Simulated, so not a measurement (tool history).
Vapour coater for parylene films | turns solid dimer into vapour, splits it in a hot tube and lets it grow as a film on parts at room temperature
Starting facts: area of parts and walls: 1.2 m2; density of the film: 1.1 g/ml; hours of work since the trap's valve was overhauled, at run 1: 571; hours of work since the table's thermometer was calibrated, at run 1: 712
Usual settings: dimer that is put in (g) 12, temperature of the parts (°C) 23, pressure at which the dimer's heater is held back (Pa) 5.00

run	hour	dimer that is put in (g)	temperature of the parts (°C)	pressure at which the dimer's heater is held back (Pa)	hours of work since the trap's valve was overhauled	hours of work since the table's thermometer was calibrated	thickness of the film (µm)
1	0.0	12	23	5.00	571	712	4.73
2	12.4	12	23	5.00	582	723	4.78
3	25.5	12	23	5.00	593	735	4.78
4	49.4	11	23	5.00	614	755	4.37
5	72.2	12	23	5.18	633	775	4.77
# hour 100.3: trap's valve overhauled
6	100.3	12	23	5.00	0	796	4.88
7	124.8	12	23	5.00	21	817	4.82
8	142.7	12	23	5.00	37	833	4.83
9	156.0	14	23	5.00	48	844	5.63
10	169.8	14	23	5.00	60	856	5.60
11	189.1	12	23	5.00	77	873	4.78
12	200.8	12	33	5.00	87	883	3.19
13	216.4	12	33	5.00	101	896	3.20
14	241.8	12	33	5.00	123	918	3.24
15	257.2	12	18	5.00	136	932	5.95
16	279.2	12	27	5.00	155	951	4.01
17	299.7	12	27	5.00	173	969	4.13
18	312.3	12	27	5.00	184	979	4.06
19	329.7	6	23	2.09	199	995	2.53
20	355.2	6	23	2.09	221	1017	2.51
21	376.1	6	23	2.09	239	1035	2.48
22	391.8	6	23	2.09	253	1048	2.52
23	412.7	12	21	8.10	271	1067	5.05
24	428.4	20	23	2.68	284	1080	8.23
25	449.2	6	32	4.32	302	1098	1.65
26	467.4	6	32	4.32	318	1114	1.68
27	493.9	19	33	8.24	341	1137	4.96
28	508.5	9	33	6.23	354	1149	2.36
29	527.9	5	31	8.91	370	1166	1.35
30	547.7	13	33	3.37	388	1183	3.54
31	563.0	7	23	9.90	401	1197	2.70
32	582.9	7	23	9.90	418	1214	2.71
33	595.3	15	24	3.36	429	1225	5.90
34	617.2	12	19	3.33	448	1244	5.81
35	637.3	13	20	2.86	465	1261	6.05
36	653.7	7	17	4.69	479	1275	3.60

Forecast each of these 5 alternatives for the next run:
A	665.2	17	17	4.69	489	1285	?
B	665.2	7	27	2.95	489	1285	?
C	665.2	12	21	5.00	489	1285	?
D	665.2	7	17	3.33	489	1285	?
E	665.2	7	29	5.72	489	1285	?

run	thickness of the film (µm)
A	8.72
B	2.44
C	5.21
D	3.66
E	2.19
What these runs would have given with no unlogged condition in the tool:
run	thickness of the film (µm)
A	8.73
B	2.45
C	5.22
D	3.67
E	2.19
